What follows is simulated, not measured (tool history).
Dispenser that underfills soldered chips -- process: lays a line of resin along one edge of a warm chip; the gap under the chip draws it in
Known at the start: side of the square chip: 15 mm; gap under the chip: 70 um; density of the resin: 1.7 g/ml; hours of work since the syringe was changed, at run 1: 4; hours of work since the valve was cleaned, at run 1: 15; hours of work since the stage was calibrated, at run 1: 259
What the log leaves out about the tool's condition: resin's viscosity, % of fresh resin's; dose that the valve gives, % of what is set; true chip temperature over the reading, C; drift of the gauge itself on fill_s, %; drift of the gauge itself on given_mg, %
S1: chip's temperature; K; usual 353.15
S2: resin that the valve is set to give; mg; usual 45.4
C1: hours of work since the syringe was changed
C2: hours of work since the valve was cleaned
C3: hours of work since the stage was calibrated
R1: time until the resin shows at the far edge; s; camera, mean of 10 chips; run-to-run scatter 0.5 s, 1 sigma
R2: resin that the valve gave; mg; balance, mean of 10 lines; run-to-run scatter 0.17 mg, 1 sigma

Run 1, hour 0.0: usual settings; C1 4; C2 15; C3 259. Result: R1 49.1 s, R2 44.95 mg.
At hour 8.6: new syringe of resin.
Run 2, hour 13.1: usual settings; C1 3; C2 23; C3 268. Result: R1 46.3 s, R2 44.81 mg.
Run 3, hour 20.6: usual settings; C1 8; C2 28; C3 273. Result: R1 63.3 s, R2 45.01 mg.
At hour 22.5: new syringe of resin.
Run 4, hour 32.2: usual settings but S2 55.2 mg; C1 6; C2 35; C3 280. Result: R1 56.2 s, R2 54.03 mg.
At hour 36.6: new syringe of resin.
Run 5, hour 38.8: usual settings; C1 1; C2 39; C3 284. Result: R1 41.7 s, R2 44.28 mg.
At hour 50.4: new syringe of resin.
Run 6, hour 50.4: usual settings; C1 0; C2 47; C3 292. Result: R1 38.0 s, R2 44.31 mg.
Run 7, hour 56.7: usual settings; C1 4; C2 51; C3 296. Result: R1 49.1 s, R2 44.42 mg.
At hour 64.3: new syringe of resin.
Run 8, hour 70.7: usual settings; C1 4; C2 60; C3 305. Result: R1 50.4 s, R2 43.77 mg.
At hour 78.8: new syringe of resin.
Run 9, hour 82.7: usual settings but S1 351.15 K; C1 3; C2 68; C3 312. Result: R1 48.6 s, R2 43.83 mg.
At hour 93.0: new syringe of resin.
Run 10, hour 93.8: usual settings but S1 351.15 K; C1 1; C2 75; C3 319. Result: R1 43.2 s, R2 43.35 mg.
Run 11, hour 103.3: usual settings; C1 7; C2 81; C3 326. Result: R1 58.8 s, R2 43.71 mg.
At hour 107.0: new syringe of resin.
Run 12, hour 109.4: usual settings; C1 2; C2 85; C3 329. Result: R1 42.6 s, R2 43.51 mg.
At hour 121.5: new syringe of resin.
Run 13, hour 121.5: usual settings; C1 0; C2 92; C3 337. Result: R1 39.0 s, R2 43.40 mg.
At hour 128.8: dispensing valve cleaned and set on the balance.
Run 14, hour 130.0: usual settings; C1 5; C2 1; C3 342. Result: R1 51.1 s, R2 45.47 mg.
At hour 137.0: new syringe of resin.
Run 15, hour 143.4: usual settings but S1 358.15 K, S2 55.9 mg; C1 4; C2 9; C3 351. Result: R1 40.5 s, R2 56.28 mg.
Run 16, hour 149.5: usual settings but S1 358.15 K, S2 55.9 mg; C1 8; C2 13; C3 355. Result: R1 52.1 s, R2 55.84 mg.
At hour 151.5: new syringe of resin.
Run 17, hour 161.0: usual settings but S1 358.15 K, S2 55.9 mg; C1 6; C2 21; C3 362. Result: R1 46.4 s, R2 55.35 mg.
At hour 165.4: new syringe of resin.
Run 18, hour 174.7: usual settings but S1 358.15 K, S2 55.9 mg; C1 6; C2 29; C3 371. Result: R1 45.1 s, R2 55.10 mg.
At hour 179.6: new syringe of resin.
Run 19, hour 188.4: usual settings but S1 356.15 K, S2 57.5 mg; C1 6; C2 38; C3 380. Result: R1 48.0 s, R2 56.86 mg.
At hour 193.6: new syringe of resin.
Run 20, hour 200.2: usual settings but S1 356.15 K, S2 57.5 mg; C1 4; C2 46; C3 387. Result: R1 43.6 s, R2 56.17 mg.
At hour 207.7: new syringe of resin.
Run 21, hour 213.6: usual settings but S1 356.15 K, S2 57.5 mg; C1 4; C2 54; C3 396. Result: R1 41.8 s, R2 56.29 mg.
At hour 222.0: new syringe of resin.
Run 22, hour 226.7: usual settings but S1 356.15 K, S2 39.1 mg; C1 3; C2 63; C3 404. Result: R1 41.1 s, R2 38.17 mg.
At hour 236.3: new syringe of resin.
Run 23, hour 240.5: usual settings but S2 39.9 mg; C1 3; C2 72; C3 413. Result: R1 46.1 s, R2 38.85 mg.
Run 24, hour 247.3: usual settings but S1 365.15 K, S2 48.3 mg; C1 7; C2 76; C3 417. Result: R1 37.3 s, R2 46.51 mg.
At hour 250.7: new syringe of resin.
Run 25, hour 256.8: usual settings but S1 341.15 K, S2 53.2 mg; C1 4; C2 82; C3 423. Result: R1 77.7 s, R2 51.40 mg.
Run 26, hour 263.2: usual settings but S1 365.15 K, S2 43.9 mg; C1 8; C2 86; C3 427. Result: R1 39.8 s, R2 42.24 mg.
At hour 264.3: new syringe of resin.
Run 27, hour 277.4: usual settings but S1 359.15 K, S2 40.1 mg; C1 9; C2 95; C3 437. Result: R1 52.0 s, R2 38.39 mg.

Here are 3 independent what-if runs from the current tool condition. What would each one return?
At hour 278.5: new syringe of resin.
At hour 281.1: dispensing valve cleaned and set on the balance.
Run A, hour 288.3: usual settings but S1 360.15 K, S2 47.7 mg; C1 6; C2 5; C3 443. Result: R1 ?, R2 ?.
At hour 278.5: new syringe of resin.
At hour 281.1: dispensing valve cleaned and set on the balance.
Run B, hour 288.3: usual settings but S1 344.15 K, S2 46.0 mg; C1 6; C2 5; C3 443. Result: R1 ?, R2 ?.
At hour 278.5: new syringe of resin.
At hour 281.1: dispensing valve cleaned and set on the balance.
Run C, hour 288.3: usual settings but S1 344.15 K, S2 40.1 mg; C1 6; C2 5; C3 443. Result: R1 ?, R2 ?.

run    R1     R2
  A  40.7  47.59
  B  77.2  45.67
  C  77.0  40.05
Take away the tool's hidden state, keep each run's random variation, and the runs would have read:
run    R1     R2
  A  30.5  47.82
  B  58.4  45.89
  C  58.1  40.25
